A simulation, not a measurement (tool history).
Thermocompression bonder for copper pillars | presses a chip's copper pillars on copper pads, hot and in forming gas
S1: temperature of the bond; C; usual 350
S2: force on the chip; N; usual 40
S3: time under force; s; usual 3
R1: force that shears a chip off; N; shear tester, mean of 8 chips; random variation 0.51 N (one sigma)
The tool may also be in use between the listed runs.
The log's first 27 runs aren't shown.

run,hour,S1,S2,S3,R1
28,2010.2,350,40,2,30.0
29,2069.3,358,44,2,34.7
# hour 2103.0: forming gas filter changed
30,2163.8,358,44,2,35.2
31,2238.5,358,44,2,33.9
32,2314.6,349,25,5,33.1
# hour 2320.7: force cell calibrated, once more
33,2366.6,351,29,4,35.3
# hour 2448.8: forming gas filter changed
34,2448.8,369,54,8,72.4
35,2497.7,356,34,4,40.5
36,2547.0,356,34,4,40.1
# hour 2583.6: heater calibrated with a thermocouple chip
37,2596.1,330,34,4,33.7
38,2694.4,330,34,4,32.3
39,2751.0,330,34,5,35.4

3 ways to go on from here, each from the tool as it stands after run 39. What would each give?
# hour 2795.7: forming gas filter changed
A,2805.5,324,48,2,?
# hour 2795.7: forming gas filter changed
B,2805.5,374,33,2,?
# hour 2795.7: forming gas filter changed
C,2805.5,373,40,2,?

run,R1
A,28.4
B,37.3
C,40.9
Without the tool's hidden state the same runs would have given:
run,R1
A,29.6
B,38.5
C,42.3
